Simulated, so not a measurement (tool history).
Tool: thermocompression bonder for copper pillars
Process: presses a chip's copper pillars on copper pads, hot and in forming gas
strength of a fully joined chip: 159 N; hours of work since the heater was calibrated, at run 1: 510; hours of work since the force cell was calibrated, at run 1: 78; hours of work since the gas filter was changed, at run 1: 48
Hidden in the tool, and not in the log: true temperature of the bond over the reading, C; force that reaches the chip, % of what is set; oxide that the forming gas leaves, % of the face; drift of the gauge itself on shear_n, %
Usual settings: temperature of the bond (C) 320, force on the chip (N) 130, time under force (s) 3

run,hour,temperature of the bond (C),force on the chip (N),time under force (s),hours of work since the heater was calibrated,hours of work since the force cell was calibrated,hours of work since the gas filter was changed,force that shears a chip off (N)
1,0,320,130,3,510,78,48,78.6
2,22.7,320,130,3,526,93,63,78.7
3,47.2,320,130,3,543,110,80,79
4,80.3,320,130,3,565,133,103,78.5
5,100.5,320,130,3,579,146,117,78.4
6,127.7,320,130,3,598,165,135,78.7
7,162,320,130,3,621,189,159,78.5
8,185.1,320,130,5,637,204,175,92.2
9,202.6,320,130,3,649,216,187,78.3
10,240.8,320,130,3,675,243,213,78.1
11,268.7,320,92,3,695,262,232,63.5
# hour 286.2: heater calibrated with a thermocouple chip
12,293.4,320,92,3,5,277,248,63.4
13,327.2,320,92,3,28,300,271,63.5
14,351.4,320,92,3,45,317,287,63.3
# hour 367.1: forming gas filter changed
15,382.6,320,92,3,66,338,11,63.2
16,421.1,320,92,3,92,365,37,63.5
17,440.6,320,92,3,106,378,50,63.7
18,472.5,320,130,4,127,400,72,86
19,497.7,320,130,4,145,417,90,86.5
20,524,320,130,4,163,435,108,86.9
21,558.8,320,130,9,187,459,131,109.8
22,576.3,290,110,2,199,471,143,42.3
23,606.7,311,105,2,219,492,164,54.3
24,637.6,335,93,3,241,513,185,74.1
25,654,346,126,2,252,524,197,85
26,672.1,346,126,2,264,537,209,84.6
27,708.6,319,105,2,289,562,234,58
28,730.8,324,137,3,305,577,249,83.9
29,763.6,306,130,2,327,599,272,58.1
30,794.9,306,130,2,348,621,293,57.4
# hour 801.1: forming gas filter changed
31,833.8,306,130,2,375,647,22,58
32,853,346,130,3,388,660,36,98
33,877.8,320,130,3,405,677,53,78.5
34,910.8,335,130,3,428,700,75,90.2
35,929.9,321,97,6,441,713,88,85
36,957.7,321,97,6,460,732,107,84.2
37,981.8,324,90,5,476,749,124,78.1
38,1007.2,320,110,3,494,766,141,71.2
39,1030,314,79,6,509,782,157,70

Forecast each of these 3 alternatives for the next run:
A,1067.7,327,193,6,535,808,183,?
B,1067.7,314,79,3,535,808,183,?
C,1067.7,314,79,6,535,808,183,?

run,force that shears a chip off (N)
A,122.6
B,53.5
C,69.7
Without the tool's hidden state the same runs would have given:
run,force that shears a chip off (N)
A,122.8
B,53.6
C,69.9
